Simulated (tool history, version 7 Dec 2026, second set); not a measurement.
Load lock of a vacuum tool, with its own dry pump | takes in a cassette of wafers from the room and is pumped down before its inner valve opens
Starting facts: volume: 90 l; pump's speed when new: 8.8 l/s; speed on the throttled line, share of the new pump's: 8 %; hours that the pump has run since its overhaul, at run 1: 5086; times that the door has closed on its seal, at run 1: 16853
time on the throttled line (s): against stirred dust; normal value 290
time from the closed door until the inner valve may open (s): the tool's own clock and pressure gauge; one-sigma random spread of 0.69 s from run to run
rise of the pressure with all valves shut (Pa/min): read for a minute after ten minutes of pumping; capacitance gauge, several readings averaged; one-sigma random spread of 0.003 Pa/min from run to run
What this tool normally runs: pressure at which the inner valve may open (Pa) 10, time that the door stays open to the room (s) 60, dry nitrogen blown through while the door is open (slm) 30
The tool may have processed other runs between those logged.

run	hour	time on the throttled line (s)	pressure at which the inner valve may open (Pa)	time that the door stays open to the room (s)	dry nitrogen blown through while the door is open (slm)	hours that the pump has run since its overhaul	times that the door has closed on its seal	incoming humidity of the room's air, %	time from the closed door until the inner valve may open (s)	rise of the pressure with all valves shut (Pa/min)
1	0.0	290	10	60	30	5086	16853	46.6	359.4	0.024
2	295.3	290	9	60	30	5381	17335	42.3	361.1	0.018
3	492.8	290	9	60	30	5579	17657	45.4	360.9	0.021
4	632.1	155	10	60	30	5718	17884	44.3	236.6	0.023
5	973.8	290	8	60	30	6060	18442	43.1	362.5	0.014
6	1133.8	290	10	60	30	6220	18703	42.2	358.9	0.024
7	1456.6	290	10	197	30	6543	19230	42.4	360.6	0.046
8	1791.3	290	10	83	30	6877	19776	46.4	361.8	0.026
9	2038.6	290	10	83	30	7125	20180	41.1	360.8	0.019
10	2363.1	290	10	83	30	7449	20709	45.7	359.4	0.023
11	2679.5	290	10	83	30	7765	21225	45.4	360.1	0.023
12	2961.4	290	10	83	30	8047	21685	46.3	362.0	0.022
13	3258.8	290	7	83	30	8345	22171	47.1	364.1	0.026
14	3407.0	237	12	181	15	8493	22412	46.3	309.8	0.058
15	3644.4	297	10	60	26	8730	22800	48.6	368.1	0.024
16	3826.8	199	17	102	6	8913	23097	46.9	271.4	0.050
17	4030.6	199	17	102	6	9117	23430	45.7	271.0	0.048
18	4352.4	290	12	60	6	9438	23955	46.3	358.7	0.038
19	4656.1	290	18	60	30	9742	24451	50.1	353.8	0.021
20	4938.6	290	10	39	30	10025	24912	45.6	360.2	0.014
21	5119.7	290	10	39	30	10206	25207	43.5	359.5	0.013

Consider 4 possible next runs. They are alternatives, not a sequence: every one starts from the tool as it was left by run 21. What does each give?
A	5314.8	510	8	39	30	10401	25526	41.7	?	?
B	5314.8	290	7	134	30	10401	25526	46.9	?	?
C	5314.8	278	10	38	19	10401	25526	42.9	?	?
D	5314.8	290	18	39	30	10401	25526	46.2	?	?

run	time from the closed door until the inner valve may open (s)	rise of the pressure with all valves shut (Pa/min)
A	564.1	0.015
B	364.1	0.040
C	348.5	0.017
D	354.4	0.013
Had the tool no hidden state, the same runs would have come out as:
run	time from the closed door until the inner valve may open (s)	rise of the pressure with all valves shut (Pa/min)
A	564.1	0.014
B	364.1	0.040
C	348.4	0.016
D	354.3	0.012
